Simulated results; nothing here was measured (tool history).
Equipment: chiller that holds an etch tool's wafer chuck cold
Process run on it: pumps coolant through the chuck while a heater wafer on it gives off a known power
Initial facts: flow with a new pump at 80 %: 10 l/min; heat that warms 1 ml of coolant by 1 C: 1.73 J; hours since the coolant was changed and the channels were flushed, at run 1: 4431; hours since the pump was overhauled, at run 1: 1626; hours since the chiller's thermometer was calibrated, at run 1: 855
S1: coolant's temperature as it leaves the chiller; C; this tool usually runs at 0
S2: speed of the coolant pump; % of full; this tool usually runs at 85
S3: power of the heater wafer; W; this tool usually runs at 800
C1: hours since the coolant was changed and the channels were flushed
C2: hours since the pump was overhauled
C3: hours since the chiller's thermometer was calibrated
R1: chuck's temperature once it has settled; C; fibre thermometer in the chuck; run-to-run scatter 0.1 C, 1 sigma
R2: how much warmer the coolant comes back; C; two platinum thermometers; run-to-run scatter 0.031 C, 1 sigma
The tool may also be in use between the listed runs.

Run 1, day 0: usual settings; C1 4431; C2 1626; C3 855. Result: R1 9.1 C, R2 2.76 C.
Run 2, day 0.933: usual settings; C1 4453; C2 1649; C3 877. Result: R1 8.9 C, R2 2.79 C.
Run 3, day 2.246: usual settings; C1 4485; C2 1680; C3 909. Result: R1 9.1 C, R2 2.77 C.
Run 4, day 4.192: usual settings but S1 -1 C; C1 4531; C2 1727; C3 955. Result: R1 8 C, R2 2.76 C.
Run 5, day 5.817: usual settings but S1 -1 C; C1 4570; C2 1766; C3 994. Result: R1 8 C, R2 2.7 C.
Run 6, day 7.562: usual settings but S1 2 C; C1 4612; C2 1808; C3 1036. Result: R1 11.2 C, R2 2.74 C.
Run 7, day 8.458: usual settings but S1 2 C; C1 4634; C2 1830; C3 1058. Result: R1 11 C, R2 2.79 C.
Run 8, day 9.925: usual settings but S1 2 C; C1 4669; C2 1865; C3 1093. Result: R1 11.2 C, R2 2.74 C.
Run 9, day 11.029: usual settings but S1 2 C; C1 4696; C2 1891; C3 1119. Result: R1 11.2 C, R2 2.71 C.
Run 10, day 11.983: usual settings but S1 -8 C, S2 62 % of full; C1 4718; C2 1914; C3 1142. Result: R1 2.9 C, R2 3.77 C.
Run 11, day 13.617: usual settings but S1 -7 C, S2 73 % of full; C1 4758; C2 1953; C3 1181. Result: R1 2.9 C, R2 3.2 C.
Run 12, day 15.075: usual settings but S1 -7 C, S2 75 % of full; C1 4793; C2 1988; C3 1216. Result: R1 2.8 C, R2 3.15 C.
Run 13, day 16.612: usual settings but S1 7 C, S2 70 % of full; C1 4830; C2 2025; C3 1253. Result: R1 17.2 C, R2 3.4 C.
Run 14, day 17.512: usual settings but S1 7 C, S2 87 % of full, S3 1103 W; C1 4851; C2 2047; C3 1275. Result: R1 19.7 C, R2 3.66 C.
Run 15, day 18.442: usual settings but S1 7 C, S2 87 % of full, S3 1103 W; C1 4873; C2 2069; C3 1297. Result: R1 19.5 C, R2 3.66 C.
Run 16, day 20.042: usual settings but S1 -7 C, S3 821 W; C1 4912; C2 2107; C3 1336. Result: R1 2.4 C, R2 2.9 C.
Run 17, day 21.329: usual settings but S1 -7 C, S3 821 W; C1 4943; C2 2138; C3 1367. Result: R1 2.6 C, R2 2.83 C.
Run 18, day 23.075: usual settings but S1 -7 C, S2 75 % of full, S3 642 W; C1 4985; C2 2180; C3 1408. Result: R1 0.8 C, R2 2.48 C.

Some steps in R1 between neighbouring runs. How much of each would the tool show without its hidden state too (settings, what came in, random variation), and how much is left for the hidden state, with any gauge scatter that isn't in both results?
Hidden conditions of the tool in this case: heat passed by the chuck's channels, % of clean ones'; flow at a given pump speed, % of a new pump's; coolant's true temperature over the reading, C; drift of the gauge itself on chuck_c, C; drift of the gauge itself on warmer_back_c, C.
Run 13 -> 14: S2 70 -> 87, S3 800 -> 1103. R1 +2.5 C: hidden state +0.4, all else +2.1.
Run 15 -> 16: S1 7 -> -7, S2 87 -> 85, S3 1103 -> 821. R1 -17.1 C: hidden state -0.3, all else -16.8.
